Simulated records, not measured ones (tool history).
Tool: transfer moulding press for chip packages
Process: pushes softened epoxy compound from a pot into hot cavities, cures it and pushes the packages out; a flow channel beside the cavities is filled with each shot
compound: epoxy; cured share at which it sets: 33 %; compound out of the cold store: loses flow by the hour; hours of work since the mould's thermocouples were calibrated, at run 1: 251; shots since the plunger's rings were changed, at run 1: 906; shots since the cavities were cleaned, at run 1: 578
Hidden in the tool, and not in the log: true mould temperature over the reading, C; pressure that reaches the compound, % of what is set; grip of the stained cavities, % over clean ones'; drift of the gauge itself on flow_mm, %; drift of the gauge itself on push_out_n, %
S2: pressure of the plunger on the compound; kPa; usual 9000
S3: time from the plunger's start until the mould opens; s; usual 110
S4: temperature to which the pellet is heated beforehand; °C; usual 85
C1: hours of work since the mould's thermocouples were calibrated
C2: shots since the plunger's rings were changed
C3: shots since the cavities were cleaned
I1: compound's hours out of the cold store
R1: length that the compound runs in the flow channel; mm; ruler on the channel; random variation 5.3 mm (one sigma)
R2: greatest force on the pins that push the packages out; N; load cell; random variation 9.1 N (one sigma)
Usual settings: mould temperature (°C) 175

run 1 hour=0.0 | mould_temperature_(°C)=175 S2=9000 S3=110 S4=85 | C1=251 C2=906 C3=578 | I1=18.3 | R1=894 R2=430
run 2 hour=6.5 | mould_temperature_(°C)=175 S2=9000 S3=110 S4=85 | C1=254 C2=963 C3=635 | I1=13.9 | R1=900 R2=429
-- hour=10.9 cavities cleaned with cleaning compound and waxed
run 3 hour=19.9 | mould_temperature_(°C)=175 S2=9000 S3=110 S4=85 | C1=261 C2=1067 C3=78 | I1=38.3 | R1=823 R2=408
run 4 hour=29.0 | mould_temperature_(°C)=175 S2=9000 S3=110 S4=85 | C1=265 C2=1147 C3=158 | I1=39.5 | R1=816 R2=398
run 5 hour=38.4 | mould_temperature_(°C)=170 S2=9000 S3=110 S4=85 | C1=270 C2=1230 C3=241 | I1=20.8 | R1=894 R2=517
run 6 hour=50.5 | mould_temperature_(°C)=175 S2=9000 S3=110 S4=85 | C1=277 C2=1336 C3=347 | I1=45.5 | R1=803 R2=403
run 7 hour=58.4 | mould_temperature_(°C)=175 S2=9000 S3=110 S4=85 | C1=281 C2=1406 C3=417 | I1=24.3 | R1=863 R2=401
run 8 hour=71.4 | mould_temperature_(°C)=175 S2=9000 S3=110 S4=85 | C1=288 C2=1520 C3=531 | I1=10.8 | R1=917 R2=420
run 9 hour=78.7 | mould_temperature_(°C)=180 S2=9000 S3=110 S4=85 | C1=292 C2=1584 C3=595 | I1=13.0 | R1=901 R2=397
run 10 hour=84.5 | mould_temperature_(°C)=180 S2=9000 S3=110 S4=85 | C1=295 C2=1635 C3=646 | I1=28.7 | R1=836 R2=381
-- hour=87.9 cavities cleaned with cleaning compound and waxed
run 11 hour=95.2 | mould_temperature_(°C)=180 S2=9000 S3=110 S4=85 | C1=300 C2=1716 C3=64 | I1=35.9 | R1=827 R2=395
run 12 hour=106.0 | mould_temperature_(°C)=180 S2=9000 S3=110 S4=85 | C1=305 C2=1810 C3=158 | I1=43.3 | R1=780 R2=379
run 13 hour=117.0 | mould_temperature_(°C)=175 S2=9000 S3=110 S4=85 | C1=311 C2=1907 C3=255 | I1=36.9 | R1=810 R2=416
run 14 hour=128.8 | mould_temperature_(°C)=172 S2=9000 S3=110 S4=85 | C1=318 C2=2012 C3=360 | I1=31.9 | R1=853 R2=451
run 15 hour=139.9 | mould_temperature_(°C)=172 S2=9000 S3=110 S4=85 | C1=323 C2=2109 C3=457 | I1=45.2 | R1=807 R2=449
run 16 hour=151.2 | mould_temperature_(°C)=175 S2=9930 S3=110 S4=87 | C1=329 C2=2208 C3=556 | I1=43.5 | R1=853 R2=424
-- hour=164.1 cavities cleaned with cleaning compound and waxed
run 17 hour=164.7 | mould_temperature_(°C)=175 S2=9930 S3=119 S4=87 | C1=336 C2=2314 C3=5 | I1=15.5 | R1=938 R2=391
run 18 hour=173.7 | mould_temperature_(°C)=175 S2=9000 S3=106 S4=85 | C1=341 C2=2392 C3=83 | I1=25.9 | R1=848 R2=448
run 19 hour=183.6 | mould_temperature_(°C)=175 S2=9000 S3=106 S4=85 | C1=346 C2=2480 C3=171 | I1=40.0 | R1=820 R2=405
run 20 hour=193.0 | mould_temperature_(°C)=175 S2=9000 S3=106 S4=85 | C1=351 C2=2562 C3=253 | I1=15.6 | R1=902 R2=422
run 21 hour=203.4 | mould_temperature_(°C)=175 S2=9000 S3=106 S4=85 | C1=356 C2=2654 C3=345 | I1=43.8 | R1=801 R2=418
run 22 hour=213.2 | mould_temperature_(°C)=174 S2=10470 S3=106 S4=86 | C1=362 C2=2740 C3=431 | I1=18.1 | R1=966 R2=442
-- hour=225.9 mould's thermocouples calibrated
run 23 hour=227.4 | mould_temperature_(°C)=175 S2=8320 S3=110 S4=93 | C1=1 C2=2847 C3=538 | I1=27.3 | R1=826 R2=409
run 24 hour=234.4 | mould_temperature_(°C)=176 S2=9000 S3=125 S4=85 | C1=5 C2=2908 C3=599 | I1=10.7 | R1=920 R2=397
-- hour=242.9 cavities cleaned with cleaning compound and waxed
run 25 hour=244.7 | mould_temperature_(°C)=180 S2=10980 S3=99 S4=90 | C1=9 C2=2986 C3=16 | I1=17.5 | R1=963 R2=395
run 26 hour=250.7 | mould_temperature_(°C)=182 S2=9000 S3=110 S4=85 | C1=12 C2=3038 C3=68 | I1=17.0 | R1=879 R2=371
run 27 hour=260.3 | mould_temperature_(°C)=172 S2=9760 S3=114 S4=94 | C1=17 C2=3123 C3=153 | I1=31.5 | R1=884 R2=437
run 28 hour=271.4 | mould_temperature_(°C)=175 S2=9000 S3=105 S4=81 | C1=23 C2=3221 C3=251 | I1=39.0 | R1=815 R2=420
run 29 hour=277.2 | mould_temperature_(°C)=175 S2=9000 S3=105 S4=81 | C1=26 C2=3272 C3=302 | I1=41.7 | R1=806 R2=436

Hidden state at the last listed run before each entry between runs and at the first one after, where it differs:
Between runs 2 and 3: cavities cleaned with cleaning compound and waxed (hour 10.9)
  grip of the stained cavities, % over clean ones': 0.9 -> 0.3
Between runs 10 and 11: cavities cleaned with cleaning compound and waxed (hour 87.9)
  pressure that reaches the compound, % of what is set: 99.9 -> 99.89; grip of the stained cavities, % over clean ones': 0.9 -> 0.2
Between runs 16 and 17: cavities cleaned with cleaning compound and waxed (hour 164.1)
  grip of the stained cavities, % over clean ones': 0.8 -> 0
Between runs 22 and 23: mould's thermocouples calibrated (hour 225.9)
  true mould temperature over the reading, C: -0.01 -> 0
Between runs 24 and 25: cavities cleaned with cleaning compound and waxed (hour 242.9)
  grip of the stained cavities, % over clean ones': 0.9 -> 0.1

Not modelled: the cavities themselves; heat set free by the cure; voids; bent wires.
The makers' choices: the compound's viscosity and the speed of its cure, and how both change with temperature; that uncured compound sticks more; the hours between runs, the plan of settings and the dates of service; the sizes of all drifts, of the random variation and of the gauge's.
